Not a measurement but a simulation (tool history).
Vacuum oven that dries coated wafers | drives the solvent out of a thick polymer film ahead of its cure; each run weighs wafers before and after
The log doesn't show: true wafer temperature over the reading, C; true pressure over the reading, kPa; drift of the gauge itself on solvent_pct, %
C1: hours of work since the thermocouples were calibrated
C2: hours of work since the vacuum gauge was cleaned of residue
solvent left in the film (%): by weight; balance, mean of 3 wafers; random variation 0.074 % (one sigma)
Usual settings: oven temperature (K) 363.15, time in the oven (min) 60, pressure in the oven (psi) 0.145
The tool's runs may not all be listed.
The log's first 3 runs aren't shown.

run 4 hour=70.3 | oven_temperature_(K)=360.15 time_in_the_oven_(min)=60 pressure_in_the_oven_(psi)=0.145 | C1=148 C2=439 | solvent_left_in_the_film_(%)=6.91
run 5 hour=88.0 | oven_temperature_(K)=360.15 time_in_the_oven_(min)=60 pressure_in_the_oven_(psi)=0.145 | C1=158 C2=449 | solvent_left_in_the_film_(%)=6.92
run 6 hour=115.7 | oven_temperature_(K)=360.15 time_in_the_oven_(min)=60 pressure_in_the_oven_(psi)=0.112 | C1=175 C2=465 | solvent_left_in_the_film_(%)=6.95
run 7 hour=130.5 | oven_temperature_(K)=363.15 time_in_the_oven_(min)=60 pressure_in_the_oven_(psi)=0.428 | C1=183 C2=474 | solvent_left_in_the_film_(%)=6.04
run 8 hour=147.8 | oven_temperature_(K)=363.15 time_in_the_oven_(min)=60 pressure_in_the_oven_(psi)=0.428 | C1=193 C2=484 | solvent_left_in_the_film_(%)=5.97
run 9 hour=170.2 | oven_temperature_(K)=372.15 time_in_the_oven_(min)=60 pressure_in_the_oven_(psi)=0.145 | C1=207 C2=498 | solvent_left_in_the_film_(%)=1.88
run 10 hour=189.8 | oven_temperature_(K)=372.15 time_in_the_oven_(min)=60 pressure_in_the_oven_(psi)=0.145 | C1=218 C2=509 | solvent_left_in_the_film_(%)=1.92
run 11 hour=220.3 | oven_temperature_(K)=363.15 time_in_the_oven_(min)=60 pressure_in_the_oven_(psi)=0.145 | C1=236 C2=527 | solvent_left_in_the_film_(%)=5.26
run 12 hour=249.8 | oven_temperature_(K)=363.15 time_in_the_oven_(min)=46 pressure_in_the_oven_(psi)=0.145 | C1=254 C2=545 | solvent_left_in_the_film_(%)=7.15
run 13 hour=271.9 | oven_temperature_(K)=363.15 time_in_the_oven_(min)=46 pressure_in_the_oven_(psi)=0.145 | C1=267 C2=558 | solvent_left_in_the_film_(%)=7.12
run 14 hour=289.5 | oven_temperature_(K)=363.15 time_in_the_oven_(min)=60 pressure_in_the_oven_(psi)=0.145 | C1=277 C2=568 | solvent_left_in_the_film_(%)=5.26
run 15 hour=318.0 | oven_temperature_(K)=363.15 time_in_the_oven_(min)=60 pressure_in_the_oven_(psi)=0.145 | C1=294 C2=585 | solvent_left_in_the_film_(%)=5.27
run 16 hour=344.6 | oven_temperature_(K)=363.15 time_in_the_oven_(min)=60 pressure_in_the_oven_(psi)=0.145 | C1=310 C2=601 | solvent_left_in_the_film_(%)=5.42
run 17 hour=373.4 | oven_temperature_(K)=363.15 time_in_the_oven_(min)=60 pressure_in_the_oven_(psi)=0.145 | C1=327 C2=618 | solvent_left_in_the_film_(%)=5.28
run 18 hour=390.7 | oven_temperature_(K)=363.15 time_in_the_oven_(min)=60 pressure_in_the_oven_(psi)=0.145 | C1=337 C2=628 | solvent_left_in_the_film_(%)=5.11
run 19 hour=409.8 | oven_temperature_(K)=363.15 time_in_the_oven_(min)=93 pressure_in_the_oven_(psi)=0.145 | C1=349 C2=639 | solvent_left_in_the_film_(%)=2.70
run 20 hour=431.3 | oven_temperature_(K)=363.15 time_in_the_oven_(min)=93 pressure_in_the_oven_(psi)=0.145 | C1=361 C2=652 | solvent_left_in_the_film_(%)=2.73
run 21 hour=453.7 | oven_temperature_(K)=363.15 time_in_the_oven_(min)=93 pressure_in_the_oven_(psi)=0.145 | C1=374 C2=665 | solvent_left_in_the_film_(%)=2.76
run 22 hour=474.5 | oven_temperature_(K)=363.15 time_in_the_oven_(min)=93 pressure_in_the_oven_(psi)=0.145 | C1=387 C2=678 | solvent_left_in_the_film_(%)=2.65
run 23 hour=499.3 | oven_temperature_(K)=363.15 time_in_the_oven_(min)=60 pressure_in_the_oven_(psi)=0.145 | C1=402 C2=692 | solvent_left_in_the_film_(%)=5.20
run 24 hour=516.3 | oven_temperature_(K)=363.15 time_in_the_oven_(min)=33 pressure_in_the_oven_(psi)=0.145 | C1=412 C2=702 | solvent_left_in_the_film_(%)=9.28

The next listed run, before its measurement:
run 25 hour=545.6 | oven_temperature_(K)=376.15 time_in_the_oven_(min)=60 pressure_in_the_oven_(psi)=0.265 | C1=429 C2=720 | solvent_left_in_the_film_(%)=?

Run 25 gave solvent left in the film (%) 1.18.
Without the tool's hidden state the same run would have given solvent left in the film (%) 1.25.
